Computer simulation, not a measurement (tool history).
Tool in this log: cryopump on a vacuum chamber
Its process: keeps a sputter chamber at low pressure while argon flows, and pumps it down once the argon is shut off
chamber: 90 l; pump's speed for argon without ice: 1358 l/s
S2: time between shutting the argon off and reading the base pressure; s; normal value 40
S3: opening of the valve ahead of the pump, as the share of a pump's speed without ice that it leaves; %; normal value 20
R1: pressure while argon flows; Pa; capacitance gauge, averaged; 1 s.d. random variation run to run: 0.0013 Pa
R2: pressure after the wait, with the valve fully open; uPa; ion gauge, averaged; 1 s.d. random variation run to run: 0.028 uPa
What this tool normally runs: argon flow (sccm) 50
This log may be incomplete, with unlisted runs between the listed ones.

run 1 hour=0.0 | argon_flow_(sccm)=50 S2=40 S3=20 | R1=0.3404 R2=1.80
run 2 hour=13.5 | argon_flow_(sccm)=50 S2=40 S3=20 | R1=0.3370 R2=1.81
run 3 hour=31.4 | argon_flow_(sccm)=50 S2=151 S3=20 | R1=0.3391 R2=1.00
run 4 hour=50.0 | argon_flow_(sccm)=50 S2=40 S3=20 | R1=0.3403 R2=1.79
run 5 hour=70.9 | argon_flow_(sccm)=50 S2=40 S3=20 | R1=0.3430 R2=1.74
run 6 hour=83.9 | argon_flow_(sccm)=50 S2=40 S3=20 | R1=0.3426 R2=1.71
run 7 hour=106.5 | argon_flow_(sccm)=30 S2=40 S3=20 | R1=0.2068 R2=1.77
-- hour=125.5 pump warmed up, emptied and cooled again
run 8 hour=140.0 | argon_flow_(sccm)=30 S2=40 S3=20 | R1=0.1867 R2=1.54
run 9 hour=158.7 | argon_flow_(sccm)=50 S2=40 S3=20 | R1=0.3149 R2=1.60
run 10 hour=187.7 | argon_flow_(sccm)=50 S2=40 S3=20 | R1=0.3124 R2=1.62
run 11 hour=208.3 | argon_flow_(sccm)=50 S2=40 S3=20 | R1=0.3135 R2=1.52
run 12 hour=223.8 | argon_flow_(sccm)=50 S2=40 S3=20 | R1=0.3131 R2=1.62
run 13 hour=253.4 | argon_flow_(sccm)=50 S2=40 S3=20 | R1=0.3139 R2=1.57
run 14 hour=282.9 | argon_flow_(sccm)=50 S2=40 S3=20 | R1=0.3145 R2=1.57
run 15 hour=304.6 | argon_flow_(sccm)=50 S2=40 S3=20 | R1=0.3161 R2=1.61
run 16 hour=321.4 | argon_flow_(sccm)=50 S2=40 S3=20 | R1=0.3167 R2=1.57
run 17 hour=349.6 | argon_flow_(sccm)=50 S2=40 S3=20 | R1=0.3183 R2=1.61
run 18 hour=378.2 | argon_flow_(sccm)=84 S2=40 S3=20 | R1=0.5333 R2=1.64
run 19 hour=403.2 | argon_flow_(sccm)=84 S2=89 S3=49 | R1=0.2297 R2=1.06
run 20 hour=415.8 | argon_flow_(sccm)=23 S2=54 S3=33 | R1=0.0908 R2=1.34
run 21 hour=439.7 | argon_flow_(sccm)=50 S2=40 S3=49 | R1=0.1372 R2=1.64
run 22 hour=456.3 | argon_flow_(sccm)=34 S2=39 S3=39 | R1=0.1155 R2=1.65
run 23 hour=483.7 | argon_flow_(sccm)=34 S2=39 S3=39 | R1=0.1164 R2=1.66
run 24 hour=498.4 | argon_flow_(sccm)=55 S2=154 S3=22 | R1=0.3260 R2=0.84
run 25 hour=523.1 | argon_flow_(sccm)=50 S2=40 S3=38 | R1=0.1759 R2=1.68
run 26 hour=547.4 | argon_flow_(sccm)=50 S2=35 S3=17 | R1=0.3806 R2=1.80
run 27 hour=562.2 | argon_flow_(sccm)=38 S2=185 S3=27 | R1=0.1851 R2=0.82
run 28 hour=579.2 | argon_flow_(sccm)=50 S2=200 S3=25 | R1=0.2626 R2=0.84
run 29 hour=594.7 | argon_flow_(sccm)=25 S2=69 S3=24 | R1=0.1358 R2=1.14
run 30 hour=609.7 | argon_flow_(sccm)=50 S2=44 S3=20 | R1=0.3264 R2=1.63
run 31 hour=626.3 | argon_flow_(sccm)=50 S2=20 S3=51 | R1=0.1367 R2=2.76
run 32 hour=652.9 | argon_flow_(sccm)=37 S2=40 S3=20 | R1=0.2432 R2=1.67
run 33 hour=673.9 | argon_flow_(sccm)=80 S2=199 S3=30 | R1=0.3617 R2=0.84
run 34 hour=703.4 | argon_flow_(sccm)=63 S2=199 S3=48 | R1=0.1867 R2=0.83

Predict each of these 4 candidate next runs independently; none follows another, all start after run 34:
run A hour=719.2 | argon_flow_(sccm)=69 S2=40 S3=43 | R1=? R2=?
run B hour=719.2 | argon_flow_(sccm)=50 S2=40 S3=20 | R1=? R2=?
run C hour=719.2 | argon_flow_(sccm)=63 S2=199 S3=46 | R1=? R2=?
run D hour=719.2 | argon_flow_(sccm)=50 S2=168 S3=20 | R1=? R2=?

run=A R1=0.2240 R2=1.74
run=B R1=0.3308 R2=1.77
run=C R1=0.1939 R2=0.87
run=D R1=0.3307 R2=0.87
With no hidden state in the tool, these same runs would have given:
run=A R1=0.1979 R2=1.34
run=B R1=0.3116 R2=1.36
run=C R1=0.1698 R2=0.46
run=D R1=0.3116 R2=0.47
